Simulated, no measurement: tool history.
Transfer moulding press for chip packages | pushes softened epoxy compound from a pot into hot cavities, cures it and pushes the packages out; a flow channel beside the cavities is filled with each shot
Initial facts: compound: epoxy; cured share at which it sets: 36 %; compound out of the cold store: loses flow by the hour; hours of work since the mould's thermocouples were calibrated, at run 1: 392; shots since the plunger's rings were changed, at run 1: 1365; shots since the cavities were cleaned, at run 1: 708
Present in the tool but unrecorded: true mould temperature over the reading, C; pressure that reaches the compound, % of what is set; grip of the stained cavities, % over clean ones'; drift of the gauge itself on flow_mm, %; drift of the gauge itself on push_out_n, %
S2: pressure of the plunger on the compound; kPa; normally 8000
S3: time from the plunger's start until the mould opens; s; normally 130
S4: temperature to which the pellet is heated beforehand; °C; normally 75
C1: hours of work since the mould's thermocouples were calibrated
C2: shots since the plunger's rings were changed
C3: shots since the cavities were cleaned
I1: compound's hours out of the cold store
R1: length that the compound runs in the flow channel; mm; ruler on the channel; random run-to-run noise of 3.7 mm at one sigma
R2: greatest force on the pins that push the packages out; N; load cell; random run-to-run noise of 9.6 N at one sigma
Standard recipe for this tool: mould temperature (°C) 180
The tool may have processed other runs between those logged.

Run 1, day 0: usual settings; C1 392; C2 1365; C3 708; I1 42.9. Result: R1 563 mm, R2 737 N.
At day 1.117: cavities cleaned with cleaning compound and waxed.
Run 2, day 1.467: usual settings; C1 408; C2 1592; C3 57; I1 21.1. Result: R1 599 mm, R2 490 N.
Run 3, day 2.821: usual settings; C1 423; C2 1810; C3 275; I1 23.8. Result: R1 597 mm, R2 598 N.
Run 4, day 4.367: usual settings; C1 441; C2 2059; C3 524; I1 30.3. Result: R1 579 mm, R2 669 N.
Run 5, day 5.558: usual settings; C1 455; C2 2251; C3 716; I1 26. Result: R1 589 mm, R2 736 N.
Run 6, day 6.442: usual settings; C1 465; C2 2394; C3 859; I1 23.1. Result: R1 594 mm, R2 752 N.
At day 6.671: cavities cleaned with cleaning compound and waxed.
Run 7, day 7.354: usual settings; C1 474; C2 2531; C3 110; I1 10.1. Result: R1 633 mm, R2 534 N.
Run 8, day 8.4: usual settings; C1 486; C2 2699; C3 278; I1 15.2. Result: R1 610 mm, R2 607 N.
Run 9, day 9.658: usual settings; C1 501; C2 2902; C3 481; I1 18.1. Result: R1 597 mm, R2 683 N.
Run 10, day 11.075: usual settings but S3 112 s; C1 517; C2 3130; C3 709; I1 32.3. Result: R1 564 mm, R2 939 N.
At day 12.283: cavities cleaned with cleaning compound and waxed.
Run 11, day 12.725: usual settings; C1 535; C2 3387; C3 72; I1 29.4. Result: R1 566 mm, R2 499 N.
Run 12, day 14.712: usual settings but mould temperature (°C) 186, S3 168 s, S4 73 °C; C1 558; C2 3707; C3 392; I1 26.5. Result: R1 549 mm, R2 531 N.
Run 13, day 15.754: usual settings but mould temperature (°C) 186, S3 168 s, S4 73 °C; C1 570; C2 3875; C3 560; I1 23.1. Result: R1 561 mm, R2 577 N.
At day 16.308: plunger's sealing rings changed.
Run 14, day 16.767: usual settings but mould temperature (°C) 173, S2 7090 kPa, S4 83 °C; C1 580; C2 73; C3 706; I1 12.2. Result: R1 639 mm, R2 1228 N.
At day 18.042: cavities cleaned with cleaning compound and waxed.
Run 15, day 18.458: usual settings but mould temperature (°C) 173, S2 7090 kPa, S4 83 °C; C1 599; C2 336; C3 67; I1 39. Result: R1 559 mm, R2 728 N.
Run 16, day 19.696: usual settings but mould temperature (°C) 173, S2 7090 kPa, S4 83 °C; C1 613; C2 536; C3 267; I1 9.5. Result: R1 637 mm, R2 975 N.
Run 17, day 21.708: usual settings but mould temperature (°C) 173, S2 7090 kPa, S4 83 °C; C1 636; C2 860; C3 591; I1 12.9. Result: R1 619 mm, R2 1117 N.
At day 23.583: cavities cleaned with cleaning compound and waxed.
Run 18, day 23.604: usual settings but mould temperature (°C) 185, S2 9690 kPa, S4 83 °C; C1 657; C2 1156; C3 4; I1 34. Result: R1 628 mm, R2 393 N.
Run 19, day 25.608: usual settings but mould temperature (°C) 182, S2 9400 kPa; C1 680; C2 1479; C3 327; I1 21.6. Result: R1 659 mm, R2 594 N.
Run 20, day 26.838: usual settings but mould temperature (°C) 182, S2 9400 kPa; C1 694; C2 1677; C3 525; I1 28.2. Result: R1 630 mm, R2 638 N.
Run 21, day 28.092: usual settings but mould temperature (°C) 182, S2 9400 kPa; C1 708; C2 1880; C3 728; I1 11.9. Result: R1 678 mm, R2 700 N.

Here are 5 independent what-if runs from the current tool condition. What would each one return?
At day 29.158: cavities cleaned with cleaning compound and waxed.
Run A, day 29.658: usual settings but mould temperature (°C) 182, S2 9400 kPa, S4 73 °C; C1 725; C2 2122; C3 80; I1 39.3. Result: R1 ?, R2 ?.
At day 29.158: cavities cleaned with cleaning compound and waxed.
Run B, day 29.658: usual settings but mould temperature (°C) 182, S2 9400 kPa, S4 74 °C; C1 725; C2 2122; C3 80; I1 46. Result: R1 ?, R2 ?.
At day 29.158: cavities cleaned with cleaning compound and waxed.
Run C, day 29.658: usual settings but mould temperature (°C) 182, S2 9400 kPa, S3 163 s; C1 725; C2 2122; C3 80; I1 25.3. Result: R1 ?, R2 ?.
At day 29.158: cavities cleaned with cleaning compound and waxed.
Run D, day 29.658: usual settings but S2 7120 kPa; C1 725; C2 2122; C3 80; I1 16.4. Result: R1 ?, R2 ?.
At day 29.158: cavities cleaned with cleaning compound and waxed.
Run E, day 29.658: usual settings but S4 76 °C; C1 725; C2 2122; C3 80; I1 42.6. Result: R1 ?, R2 ?.

run   R1   R2
  A  611  478
  B  585  477
  C  638  423
  D  582  524
  E  554  512
Take away the tool's hidden state, keep each run's random variation, and the runs would have read:
run   R1   R2
  A  633  410
  B  607  411
  C  662  375
  D  603  438
  E  574  434
